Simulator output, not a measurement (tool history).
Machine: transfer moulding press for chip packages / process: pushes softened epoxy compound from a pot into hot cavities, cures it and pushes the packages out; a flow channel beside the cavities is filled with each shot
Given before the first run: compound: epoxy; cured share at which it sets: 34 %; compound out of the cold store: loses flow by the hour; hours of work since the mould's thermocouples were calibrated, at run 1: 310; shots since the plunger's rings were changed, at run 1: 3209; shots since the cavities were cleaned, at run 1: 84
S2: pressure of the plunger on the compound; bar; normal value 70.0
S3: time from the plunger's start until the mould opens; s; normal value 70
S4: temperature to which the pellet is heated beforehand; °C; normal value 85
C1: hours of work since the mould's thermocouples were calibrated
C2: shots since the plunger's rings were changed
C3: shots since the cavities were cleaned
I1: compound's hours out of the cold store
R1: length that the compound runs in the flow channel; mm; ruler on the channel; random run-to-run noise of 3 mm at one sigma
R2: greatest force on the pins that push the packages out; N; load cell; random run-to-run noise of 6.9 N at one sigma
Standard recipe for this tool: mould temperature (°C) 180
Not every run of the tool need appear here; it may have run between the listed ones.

run 1 hour=0.0 | mould_temperature_(°C)=180 S2=70.0 S3=70 S4=85 | C1=310 C2=3209 C3=84 | I1=10.0 | R1=544 R2=330
-- hour=29.3 cavities cleaned with cleaning compound and waxed
run 2 hour=29.3 | mould_temperature_(°C)=180 S2=70.0 S3=70 S4=85 | C1=324 C2=3578 C3=0 | I1=34.2 | R1=507 R2=287
-- hour=43.8 plunger's sealing rings changed
run 3 hour=60.6 | mould_temperature_(°C)=180 S2=70.0 S3=70 S4=85 | C1=339 C2=223 C3=382 | I1=22.3 | R1=549 R2=402
-- hour=68.6 cavities cleaned with cleaning compound and waxed
run 4 hour=87.8 | mould_temperature_(°C)=180 S2=70.0 S3=70 S4=85 | C1=352 C2=563 C3=254 | I1=41.5 | R1=517 R2=365
run 5 hour=100.6 | mould_temperature_(°C)=180 S2=70.0 S3=70 S4=90 | C1=358 C2=733 C3=424 | I1=15.1 | R1=555 R2=423
-- hour=103.9 cavities cleaned with cleaning compound and waxed
run 6 hour=132.3 | mould_temperature_(°C)=180 S2=70.0 S3=70 S4=90 | C1=373 C2=1134 C3=376 | I1=21.2 | R1=542 R2=377
-- hour=139.5 cavities cleaned with cleaning compound and waxed
run 7 hour=150.7 | mould_temperature_(°C)=180 S2=70.0 S3=70 S4=85 | C1=382 C2=1359 C3=149 | I1=15.9 | R1=550 R2=350
run 8 hour=172.2 | mould_temperature_(°C)=180 S2=72.1 S3=70 S4=85 | C1=392 C2=1643 C3=433 | I1=44.4 | R1=514 R2=401
-- hour=175.6 cavities cleaned with cleaning compound and waxed
run 9 hour=191.7 | mould_temperature_(°C)=180 S2=72.1 S3=70 S4=85 | C1=401 C2=1882 C3=214 | I1=36.6 | R1=522 R2=340
-- hour=211.1 cavities cleaned with cleaning compound and waxed
run 10 hour=219.0 | mould_temperature_(°C)=180 S2=72.1 S3=70 S4=85 | C1=414 C2=2224 C3=104 | I1=40.2 | R1=512 R2=321
run 11 hour=237.2 | mould_temperature_(°C)=180 S2=70.0 S3=52 S4=85 | C1=423 C2=2465 C3=345 | I1=29.2 | R1=522 R2=780
-- hour=247.3 cavities cleaned with cleaning compound and waxed
run 12 hour=252.8 | mould_temperature_(°C)=180 S2=70.0 S3=52 S4=85 | C1=431 C2=2653 C3=73 | I1=44.6 | R1=501 R2=596
run 13 hour=272.9 | mould_temperature_(°C)=180 S2=70.0 S3=70 S4=85 | C1=441 C2=2919 C3=339 | I1=29.6 | R1=510 R2=389
-- hour=276.4 mould's thermocouples calibrated
-- hour=286.3 cavities cleaned with cleaning compound and waxed
run 14 hour=301.1 | mould_temperature_(°C)=181 S2=70.0 S3=70 S4=85 | C1=12 C2=3248 C3=197 | I1=28.5 | R1=509 R2=323
-- hour=322.6 cavities cleaned with cleaning compound and waxed
run 15 hour=331.5 | mould_temperature_(°C)=180 S2=70.0 S3=66 S4=77 | C1=26 C2=3630 C3=117 | I1=38.5 | R1=492 R2=358
-- hour=339.7 plunger's sealing rings changed
-- hour=361.3 cavities cleaned with cleaning compound and waxed
run 16 hour=362.0 | mould_temperature_(°C)=188 S2=58.9 S3=70 S4=85 | C1=39 C2=276 C3=9 | I1=20.4 | R1=490 R2=218
run 17 hour=375.1 | mould_temperature_(°C)=188 S2=58.9 S3=70 S4=85 | C1=46 C2=449 C3=182 | I1=37.2 | R1=465 R2=250
run 18 hour=394.9 | mould_temperature_(°C)=180 S2=70.0 S3=102 S4=89 | C1=56 C2=712 C3=445 | I1=17.7 | R1=552 R2=283
-- hour=399.1 cavities cleaned with cleaning compound and waxed
run 19 hour=411.3 | mould_temperature_(°C)=180 S2=70.0 S3=58 S4=89 | C1=63 C2=910 C3=161 | I1=24.7 | R1=539 R2=517
-- hour=434.5 cavities cleaned with cleaning compound and waxed
run 20 hour=435.7 | mould_temperature_(°C)=180 S2=70.0 S3=58 S4=89 | C1=75 C2=1214 C3=17 | I1=16.3 | R1=548 R2=424
-- hour=444.4 mould's thermocouples calibrated, once more
run 21 hour=456.9 | mould_temperature_(°C)=176 S2=70.0 S3=58 S4=76 | C1=6 C2=1468 C3=271 | I1=30.6 | R1=534 R2=793
-- hour=471.7 cavities cleaned with cleaning compound and waxed
run 22 hour=486.6 | mould_temperature_(°C)=176 S2=70.0 S3=58 S4=76 | C1=20 C2=1843 C3=199 | I1=34.8 | R1=525 R2=715

Forecast run 23:
-- hour=509.0 cavities cleaned with cleaning compound and waxed
run 23 hour=511.6 | mould_temperature_(°C)=176 S2=61.3 S3=58 S4=76 | C1=32 C2=2154 C3=34 | I1=28.4 | R1=? R2=?

R1: 497 mm
R2: 631 N
With no hidden state in the tool, this same run would have given R1 517 mm, R2 591 N.
